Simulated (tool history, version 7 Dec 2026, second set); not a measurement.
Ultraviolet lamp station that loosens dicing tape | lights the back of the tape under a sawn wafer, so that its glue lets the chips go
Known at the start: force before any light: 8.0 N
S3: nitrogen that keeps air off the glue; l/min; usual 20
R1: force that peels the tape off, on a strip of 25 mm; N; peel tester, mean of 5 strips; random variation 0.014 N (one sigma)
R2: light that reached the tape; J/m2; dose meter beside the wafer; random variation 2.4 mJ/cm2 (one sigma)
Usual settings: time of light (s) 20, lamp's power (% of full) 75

run 1 hour=0.0 | time_of_light_(s)=20 lamp's_power_(%_of_full)=75 S3=20 | R1=0.978 R2=1980
run 2 hour=14.9 | time_of_light_(s)=20 lamp's_power_(%_of_full)=75 S3=19 | R1=1.055 R2=2010
run 3 hour=26.5 | time_of_light_(s)=20 lamp's_power_(%_of_full)=75 S3=20 | R1=1.030 R2=1960
run 4 hour=41.6 | time_of_light_(s)=20 lamp's_power_(%_of_full)=75 S3=20 | R1=1.044 R2=1970
run 5 hour=57.7 | time_of_light_(s)=20 lamp's_power_(%_of_full)=75 S3=12 | R1=1.556 R2=1940
-- hour=69.4 window cleaned of glue's vapour
run 6 hour=70.9 | time_of_light_(s)=20 lamp's_power_(%_of_full)=62 S3=20 | R1=1.720 R2=1410
run 7 hour=84.7 | time_of_light_(s)=20 lamp's_power_(%_of_full)=99 S3=20 | R1=0.851 R2=2230
run 8 hour=98.9 | time_of_light_(s)=20 lamp's_power_(%_of_full)=99 S3=13 | R1=1.161 R2=2230
run 9 hour=114.1 | time_of_light_(s)=20 lamp's_power_(%_of_full)=91 S3=13 | R1=1.332 R2=2030
run 10 hour=131.3 | time_of_light_(s)=20 lamp's_power_(%_of_full)=91 S3=6 | R1=2.143 R2=1990
run 11 hour=143.2 | time_of_light_(s)=20 lamp's_power_(%_of_full)=75 S3=20 | R1=1.424 R2=1610
-- hour=151.3 window cleaned of glue's vapour, once more
run 12 hour=157.9 | time_of_light_(s)=20 lamp's_power_(%_of_full)=84 S3=20 | R1=0.706 R2=2480
run 13 hour=169.3 | time_of_light_(s)=20 lamp's_power_(%_of_full)=75 S3=17 | R1=0.942 R2=2140
run 14 hour=178.2 | time_of_light_(s)=20 lamp's_power_(%_of_full)=75 S3=26 | R1=0.716 R2=2180
run 15 hour=186.2 | time_of_light_(s)=12 lamp's_power_(%_of_full)=75 S3=26 | R1=1.703 R2=1300
run 16 hour=200.1 | time_of_light_(s)=12 lamp's_power_(%_of_full)=75 S3=26 | R1=1.680 R2=1250
run 17 hour=214.4 | time_of_light_(s)=11 lamp's_power_(%_of_full)=75 S3=26 | R1=1.919 R2=1190
run 18 hour=225.1 | time_of_light_(s)=11 lamp's_power_(%_of_full)=75 S3=26 | R1=1.930 R2=1130
run 19 hour=236.9 | time_of_light_(s)=11 lamp's_power_(%_of_full)=75 S3=26 | R1=1.952 R2=1190
run 20 hour=252.1 | time_of_light_(s)=11 lamp's_power_(%_of_full)=75 S3=26 | R1=2.038 R2=1120
run 21 hour=265.1 | time_of_light_(s)=11 lamp's_power_(%_of_full)=75 S3=26 | R1=1.973 R2=1110
run 22 hour=276.4 | time_of_light_(s)=11 lamp's_power_(%_of_full)=75 S3=26 | R1=1.976 R2=1110
run 23 hour=285.6 | time_of_light_(s)=11 lamp's_power_(%_of_full)=75 S3=26 | R1=2.029 R2=1150
run 24 hour=301.9 | time_of_light_(s)=11 lamp's_power_(%_of_full)=75 S3=26 | R1=2.162 R2=1080
run 25 hour=313.5 | time_of_light_(s)=34 lamp's_power_(%_of_full)=72 S3=36 | R1=0.306 R2=3290
run 26 hour=325.8 | time_of_light_(s)=20 lamp's_power_(%_of_full)=61 S3=10 | R1=2.053 R2=1610
run 27 hour=344.5 | time_of_light_(s)=11 lamp's_power_(%_of_full)=74 S3=13 | R1=3.005 R2=1040
run 28 hour=355.4 | time_of_light_(s)=12 lamp's_power_(%_of_full)=85 S3=16 | R1=2.142 R2=1360
run 29 hour=368.6 | time_of_light_(s)=16 lamp's_power_(%_of_full)=89 S3=12 | R1=1.570 R2=1870
run 30 hour=388.4 | time_of_light_(s)=16 lamp's_power_(%_of_full)=89 S3=12 | R1=1.589 R2=1790
run 31 hour=398.5 | time_of_light_(s)=12 lamp's_power_(%_of_full)=62 S3=28 | R1=2.450 R2=940
run 32 hour=418.3 | time_of_light_(s)=40 lamp's_power_(%_of_full)=75 S3=20 | R1=0.361 R2=3770
run 33 hour=435.8 | time_of_light_(s)=35 lamp's_power_(%_of_full)=65 S3=24 | R1=0.473 R2=2760
run 34 hour=452.1 | time_of_light_(s)=25 lamp's_power_(%_of_full)=60 S3=24 | R1=1.004 R2=1850
run 35 hour=471.1 | time_of_light_(s)=13 lamp's_power_(%_of_full)=60 S3=24 | R1=2.589 R2=960
run 36 hour=480.4 | time_of_light_(s)=13 lamp's_power_(%_of_full)=87 S3=8 | R1=2.856 R2=1340
run 37 hour=490.6 | time_of_light_(s)=25 lamp's_power_(%_of_full)=75 S3=20 | R1=0.829 R2=2230
run 38 hour=500.5 | time_of_light_(s)=25 lamp's_power_(%_of_full)=75 S3=20 | R1=0.798 R2=2220
run 39 hour=516.5 | time_of_light_(s)=25 lamp's_power_(%_of_full)=95 S3=27 | R1=0.456 R2=2760
run 40 hour=533.6 | time_of_light_(s)=33 lamp's_power_(%_of_full)=95 S3=12 | R1=0.492 R2=3630
run 41 hour=543.9 | time_of_light_(s)=40 lamp's_power_(%_of_full)=69 S3=9 | R1=0.777 R2=3180
run 42 hour=556.6 | time_of_light_(s)=40 lamp's_power_(%_of_full)=69 S3=9 | R1=0.805 R2=3100
run 43 hour=574.8 | time_of_light_(s)=31 lamp's_power_(%_of_full)=69 S3=18 | R1=0.759 R2=2410

3 ways to go on from here, each from the tool as it stands after run 43. What would each give?
run A hour=592.0 | time_of_light_(s)=33 lamp's_power_(%_of_full)=75 S3=25 | R1=? R2=?
run B hour=592.0 | time_of_light_(s)=15 lamp's_power_(%_of_full)=90 S3=28 | R1=? R2=?
run C hour=592.0 | time_of_light_(s)=27 lamp's_power_(%_of_full)=75 S3=20 | R1=? R2=?

run=A R1=0.482 R2=2770
run=B R1=1.275 R2=1480
run=C R1=0.793 R2=2250
Without the tool's hidden state the same runs would have given:
run=A R1=0.291 R2=4100
run=B R1=0.633 R2=2200
run=C R1=0.395 R2=3340

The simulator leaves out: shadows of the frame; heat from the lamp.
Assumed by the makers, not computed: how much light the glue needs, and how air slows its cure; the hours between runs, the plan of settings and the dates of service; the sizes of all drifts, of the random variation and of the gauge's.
